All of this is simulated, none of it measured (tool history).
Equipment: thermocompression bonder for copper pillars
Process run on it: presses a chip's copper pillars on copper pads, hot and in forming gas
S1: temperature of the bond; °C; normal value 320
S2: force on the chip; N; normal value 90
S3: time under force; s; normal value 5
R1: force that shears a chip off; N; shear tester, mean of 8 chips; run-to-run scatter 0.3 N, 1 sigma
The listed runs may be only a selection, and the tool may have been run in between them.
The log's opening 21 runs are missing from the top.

run,hour,S1,S2,S3,R1
22,150.3,320,90,5,34.7
23,159.4,319,57,6,22.0
24,169.0,330,90,11,49.8
25,177.5,330,90,11,49.7
26,185.9,293,80,6,23.7
27,197.2,293,80,6,23.3
28,202.6,293,80,6,23.6
29,208.6,320,90,10,43.5
30,219.7,320,90,10,43.8
31,226.7,332,64,4,24.5
32,236.9,332,64,5,26.8
33,242.5,332,64,5,26.9
# hour 252.1: heater calibrated with a thermocouple chip
34,256.0,340,90,6,46.8
35,266.6,320,74,5,29.4
36,275.8,320,74,5,29.6
37,284.4,320,74,5,29.8
38,289.3,303,108,10,46.3
39,294.5,307,86,8,36.5
40,302.4,319,132,14,65.8
41,311.4,326,90,3,31.9

Predict each of these 3 candidate next runs independently; none follows another, all start after run 41:
A,316.2,320,90,6,?
B,316.2,320,56,3,?
C,316.2,320,68,4,?

run,R1
A,38.8
B,17.2
C,24.7
Stripped of hidden state, with their random variation kept, the same runs would have yielded:
run,R1
A,40.5
B,18.1
C,25.9
